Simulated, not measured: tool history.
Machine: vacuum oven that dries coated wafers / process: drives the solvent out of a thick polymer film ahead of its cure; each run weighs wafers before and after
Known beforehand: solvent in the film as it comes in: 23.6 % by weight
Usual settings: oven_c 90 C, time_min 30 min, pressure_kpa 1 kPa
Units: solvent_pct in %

run   hour  oven_c  time_min  pressure_kpa  solvent_pct
  1      0      90        30             1         1.29
  2   16.1      90        30             1         1.31
      33.2  -- oven's thermocouples calibrated
  3   34.1      90        30             1         1.45
  4   48.1      90        45             1         0.73
  5     58      90        45             1         0.69
  6   68.9      90        30             1         1.44
  7   84.6      90        30             1         1.44
  8  101.7      90        30             1         1.43
  9  111.8      90        30             1         1.43
 10  132.7      76        54          0.85         1.96
 11  156.3      81        30          0.97         3.37
     166.1  -- oven's thermocouples calibrated, once more
 12  173.3      81        30          0.97         2.75
 13  188.5      95        40          2.41            1
 14  200.4      98        25             1         0.67
 15  215.6      85        18             1          4.3
 16  226.9      85        39          1.39         1.37
 17  237.4      90        30           0.5         0.89

What will run 18 give?
 18  260.1      90        30          0.56            ?

Run 18 produced solvent_pct 0.98 %.
Had the tool carried no hidden state, the very same run would have given solvent_pct 0.94 %.

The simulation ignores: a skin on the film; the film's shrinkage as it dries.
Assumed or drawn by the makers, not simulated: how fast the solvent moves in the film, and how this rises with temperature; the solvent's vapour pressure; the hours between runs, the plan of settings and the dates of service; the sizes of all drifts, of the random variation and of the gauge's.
